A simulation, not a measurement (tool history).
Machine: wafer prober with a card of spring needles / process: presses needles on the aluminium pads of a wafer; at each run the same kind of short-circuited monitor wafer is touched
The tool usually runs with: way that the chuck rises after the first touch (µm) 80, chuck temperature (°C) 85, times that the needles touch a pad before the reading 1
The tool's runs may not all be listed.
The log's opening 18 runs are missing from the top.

run,hour,way that the chuck rises after the first touch (µm),chuck temperature (°C),times that the needles touch a pad before the reading,touches since the tips were cleaned,cleanings since the card got new needles,touches since the first contact's height was set,resistance of one needle with its contact and lead (mohm),way that a needle slides on the pad (µm)
# hour 199.7: tips cleaned on abrasive film
19,212.9,63,62,3,6446,19,73082,168,8.84
# hour 218.1: tips cleaned on abrasive film
20,226.4,76,94,3,4056,20,79637,170,10.66
# hour 236.3: tips cleaned on abrasive film
21,236.4,64,79,1,31,21,84480,171,8.97
22,243.2,75,84,1,3378,21,87827,166,10.51
23,251.8,78,85,2,7578,21,92027,166,10.93
# hour 254.0: tips cleaned on abrasive film
24,266.3,61,55,2,5987,22,99041,168,8.55
# hour 271.3: gauge calibrated
# hour 272.8: tips cleaned on abrasive film
25,279.4,75,27,2,3253,23,105411,154,10.45
26,289.6,75,35,2,8245,23,110403,159,10.48
# hour 290.9: tips cleaned on abrasive film
# hour 294.3: height of the first contact set anew
27,304.4,80,67,1,6473,24,4955,158,11.14
# hour 309.1: tips cleaned on abrasive film
28,318.0,71,85,1,4334,25,11520,172,9.89
# hour 326.9: tips cleaned on abrasive film
29,333.3,63,27,1,3142,26,18961,164,8.79
# hour 344.7: tips cleaned on abrasive film
30,348.7,63,27,1,1954,27,26426,161,8.80
31,355.7,66,85,2,5400,27,29872,173,9.22
# hour 362.7: tips cleaned on abrasive film
32,364.6,66,85,2,936,28,34137,172,9.22
33,379.2,80,85,3,8102,28,41303,165,11.18
# hour 380.6: tips cleaned on abrasive film
34,385.6,65,50,1,2485,29,44383,165,9.07

Branching from run 34: 3 alternative next runs. What would each branch give?
A,392.4,80,34,2,5785,29,47683,?,?
B,392.4,65,41,1,5785,29,47683,?,?
C,392.4,65,87,2,5785,29,47683,?,?

run,resistance of one needle with its contact and lead (mohm),way that a needle slides on the pad (µm)
A,151,11.18
B,162,9.09
C,172,9.07
The same runs, with their run-to-run variation unchanged, on a tool lacking any hidden condition would have given:
run,resistance of one needle with its contact and lead (mohm),way that a needle slides on the pad (µm)
A,151,11.14
B,162,9.07
C,172,9.05

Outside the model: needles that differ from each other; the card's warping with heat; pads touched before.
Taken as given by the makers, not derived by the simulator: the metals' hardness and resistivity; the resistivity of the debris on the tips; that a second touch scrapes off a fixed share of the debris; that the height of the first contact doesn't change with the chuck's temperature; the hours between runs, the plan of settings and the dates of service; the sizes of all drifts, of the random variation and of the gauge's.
